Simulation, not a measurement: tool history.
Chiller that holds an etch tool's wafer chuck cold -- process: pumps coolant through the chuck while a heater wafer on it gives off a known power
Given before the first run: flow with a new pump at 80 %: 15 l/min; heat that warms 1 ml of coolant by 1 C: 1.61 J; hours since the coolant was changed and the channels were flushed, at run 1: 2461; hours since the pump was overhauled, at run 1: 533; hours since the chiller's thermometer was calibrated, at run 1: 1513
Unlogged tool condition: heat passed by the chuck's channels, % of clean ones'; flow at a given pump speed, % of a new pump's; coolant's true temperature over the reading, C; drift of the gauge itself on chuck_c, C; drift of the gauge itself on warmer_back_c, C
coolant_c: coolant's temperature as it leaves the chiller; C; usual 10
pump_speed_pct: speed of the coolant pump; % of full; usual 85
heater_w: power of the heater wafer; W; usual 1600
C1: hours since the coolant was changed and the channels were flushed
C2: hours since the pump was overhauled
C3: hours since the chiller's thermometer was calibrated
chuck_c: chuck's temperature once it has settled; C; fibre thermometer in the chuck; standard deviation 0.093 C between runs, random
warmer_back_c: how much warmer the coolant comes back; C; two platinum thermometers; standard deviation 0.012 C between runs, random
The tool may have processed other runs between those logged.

Run 1, hour 0: usual settings; C1 2461; C2 533; C3 1513. Result: chuck_c 21.98 C, warmer_back_c 3.73 C.
Run 2, hour 37.3: usual settings; C1 2498; C2 570; C3 1550. Result: chuck_c 21.95 C, warmer_back_c 3.74 C.
Run 3, hour 67.2: usual settings; C1 2528; C2 600; C3 1580. Result: chuck_c 21.97 C, warmer_back_c 3.76 C.
Run 4, hour 104: usual settings; C1 2565; C2 637; C3 1617. Result: chuck_c 22.08 C, warmer_back_c 3.73 C.
Run 5, hour 140.8: usual settings; C1 2602; C2 674; C3 1653. Result: chuck_c 22.07 C, warmer_back_c 3.72 C.
Run 6, hour 170.2: usual settings but pump_speed_pct 82 % of full; C1 2631; C2 703; C3 1683. Result: chuck_c 22.43 C, warmer_back_c 3.91 C.
Run 7, hour 223.2: usual settings but pump_speed_pct 82 % of full; C1 2684; C2 756; C3 1736. Result: chuck_c 22.47 C, warmer_back_c 3.89 C.
At hour 228: chiller's thermometer calibrated.
Run 8, hour 272.8: usual settings but coolant_c 8 C; C1 2733; C2 805; C3 45. Result: chuck_c 20.07 C, warmer_back_c 3.76 C.
Run 9, hour 310.9: usual settings but coolant_c 8 C; C1 2771; C2 843; C3 83. Result: chuck_c 19.91 C, warmer_back_c 3.75 C.
Run 10, hour 333.7: usual settings; C1 2794; C2 866; C3 106. Result: chuck_c 22.04 C, warmer_back_c 3.76 C.
Run 11, hour 361.2: usual settings; C1 2821; C2 893; C3 133. Result: chuck_c 22.12 C, warmer_back_c 3.75 C.
Run 12, hour 408.3: usual settings but heater_w 1114 W; C1 2868; C2 940; C3 180. Result: chuck_c 18.37 C, warmer_back_c 2.61 C.
Run 13, hour 452.6: usual settings but coolant_c 2 C, pump_speed_pct 74 % of full, heater_w 1213 W; C1 2913; C2 985; C3 225. Result: chuck_c 12.21 C, warmer_back_c 3.32 C.
Run 14, hour 491.5: usual settings but coolant_c 9 C, heater_w 1085 W; C1 2951; C2 1024; C3 263. Result: chuck_c 17.21 C, warmer_back_c 2.54 C.
Run 15, hour 532.1: usual settings but coolant_c 18 C; C1 2992; C2 1064; C3 304. Result: chuck_c 30.08 C, warmer_back_c 3.73 C.
At hour 544.8: chiller's thermometer calibrated, once more.
Run 16, hour 575.9: usual settings but coolant_c 8 C, heater_w 1121 W; C1 3035; C2 1107; C3 31. Result: chuck_c 16.53 C, warmer_back_c 2.62 C.
Run 17, hour 602.4: usual settings but coolant_c 17 C, pump_speed_pct 97 % of full, heater_w 1824 W; C1 3061; C2 1133; C3 58. Result: chuck_c 29.87 C, warmer_back_c 3.69 C.
Run 18, hour 628.2: usual settings but coolant_c 17 C, pump_speed_pct 97 % of full, heater_w 1291 W; C1 3087; C2 1159; C3 83. Result: chuck_c 26.02 C, warmer_back_c 2.62 C.
Run 19, hour 675.3: usual settings but coolant_c 18 C, pump_speed_pct 96 % of full, heater_w 1980 W; C1 3134; C2 1206; C3 131. Result: chuck_c 31.83 C, warmer_back_c 4.05 C.

What will run 20 give?
Run 20, hour 712.1: usual settings but coolant_c 1 C, pump_speed_pct 96 % of full, heater_w 929 W; C1 3171; C2 1243; C3 167. Result: chuck_c ?, warmer_back_c ?.

Run 20 measured chuck_c 7.62 C, warmer_back_c 1.9 C.
Without the tool's hidden state the same run would have given chuck_c 7.24 C, warmer_back_c 1.87 C.
